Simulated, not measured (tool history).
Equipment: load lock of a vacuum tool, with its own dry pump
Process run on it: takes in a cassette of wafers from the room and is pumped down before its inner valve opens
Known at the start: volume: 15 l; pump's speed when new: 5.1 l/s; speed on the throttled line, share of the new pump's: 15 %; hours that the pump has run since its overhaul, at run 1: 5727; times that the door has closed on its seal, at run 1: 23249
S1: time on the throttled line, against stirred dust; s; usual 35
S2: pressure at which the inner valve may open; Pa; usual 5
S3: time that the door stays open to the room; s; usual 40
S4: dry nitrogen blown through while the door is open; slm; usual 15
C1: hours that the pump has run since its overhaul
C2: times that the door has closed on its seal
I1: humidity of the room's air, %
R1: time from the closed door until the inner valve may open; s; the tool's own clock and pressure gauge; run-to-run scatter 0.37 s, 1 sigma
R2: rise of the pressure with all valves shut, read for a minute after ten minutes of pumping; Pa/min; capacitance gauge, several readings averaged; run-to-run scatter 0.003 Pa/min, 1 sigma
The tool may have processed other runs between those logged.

run    hour  S1  S2   S3  S4     C1     C2    I1    R1     R2
  1       0  35   5   40  15   5727  23249  43.5  61.2  0.101
  2   141.5  35   5   40  15   5869  23666  43.6  60.8  0.101
  3   328.7  35   5   40  15   6056  24217  46.7  60.8   0.11
  4   484.6  35   5   40  15   6212  24677    46  60.1   0.11
  5   660.8  35   5   40  15   6388  25195  43.7  60.8  0.113
  6   893.8  35   5   40  15   6621  25882  46.7  60.4  0.114
  7  1020.4  35   5   58  15   6748  26255  42.9  61.2  0.115
  8  1229.4  35   5   58  15   6957  26870  44.2  60.1  0.126
  9  1377.4  35   5   58  15   7105  27306  44.9  60.8  0.124
 10  1523.1  35   5   58  15   7250  27735  43.4  61.1  0.125
 11  1685.2  35   5   58  15   7412  28213  43.7  60.8  0.129
 12  1969.2  35   5   58  15   7697  29049  49.2  60.9  0.141
 13  2120.4  35   5  124  15   7848  29495  44.6    61  0.156
 14  2330.6  35   5  124  15   8058  30114  42.8  60.8  0.153
 15  2543.7  35   5  124  15   8271  30741    43  61.2  0.156
 16  2706.1  35   5   40  15   8433  31220  47.7    62  0.137
 17  2872.1  35   5   40  15   8599  31709  46.8  61.9  0.142
 18  3000.9  35   5   40  15   8728  32088  48.2  61.4  0.147
 19    3153  35   5   40  15   8880  32536  44.8  61.7  0.149
 20  3300.6  35   5   40  15   9028  32970  45.8  61.6  0.152
 21  3518.8  35   5  126  15   9246  33613  44.8  61.1  0.173
 22  3700.1  35   5   40   6   9427  34147  44.4  61.5  0.161
 23  3939.2  35   5   40   6   9666  34851  42.6  60.8  0.166
 24  4068.6  35   5   40   6   9796  35232  46.3    62  0.174
 25  4209.2  35   5   40   6   9936  35647  46.1  61.4  0.166
 26    4436  35   5   40   6  10163  36315    44  60.9  0.175
 27    4645  67   9   52   9  10372  36930  44.6    87  0.184
 28  4866.3  37   9  191   9  10594  37582  43.2  61.7  0.229
 29  5094.6  37   9  191   9  10822  38254  47.1  61.5  0.235
 30  5241.3  52   4   40  15  10969  38687  48.1  76.9  0.179
 31  5384.6  52   4   40  15  11112  39108  45.9  77.2   0.19
 32  5640.3  41   4   50  26  11368  39862  46.4  67.6  0.184
 33  5909.9  57   5   40   9  11637  40656  45.5  80.1  0.202
 34  6118.4  57   9   40  17  11846  41270  47.5  78.4  0.193
 35  6275.7  35   6   40  12  12003  41733  46.9  61.9  0.203
       6443  -- dry pump taken out, an overhauled one fitted
 36  6545.8  35   5   78  12    103  42511  48.3  59.1  0.225

What if the next run were any one of these 3? Each begins from the tool's condition after run 36:
  A  6723.4  35   5   40  25  280  43034  44.3   ?   ?
  B  6723.4  19   5   40  15  280  43034  45.4   ?   ?
  C  6723.4  35   5  128  12  280  43034  45.9   ?   ?

run    R1     R2
  A  59.5  0.198
  B  44.7  0.213
  C  58.1  0.239
What these runs would have given with no unlogged condition in the tool:
run    R1     R2
  A  59.9  0.022
  B  45.2  0.035
  C  58.5  0.063

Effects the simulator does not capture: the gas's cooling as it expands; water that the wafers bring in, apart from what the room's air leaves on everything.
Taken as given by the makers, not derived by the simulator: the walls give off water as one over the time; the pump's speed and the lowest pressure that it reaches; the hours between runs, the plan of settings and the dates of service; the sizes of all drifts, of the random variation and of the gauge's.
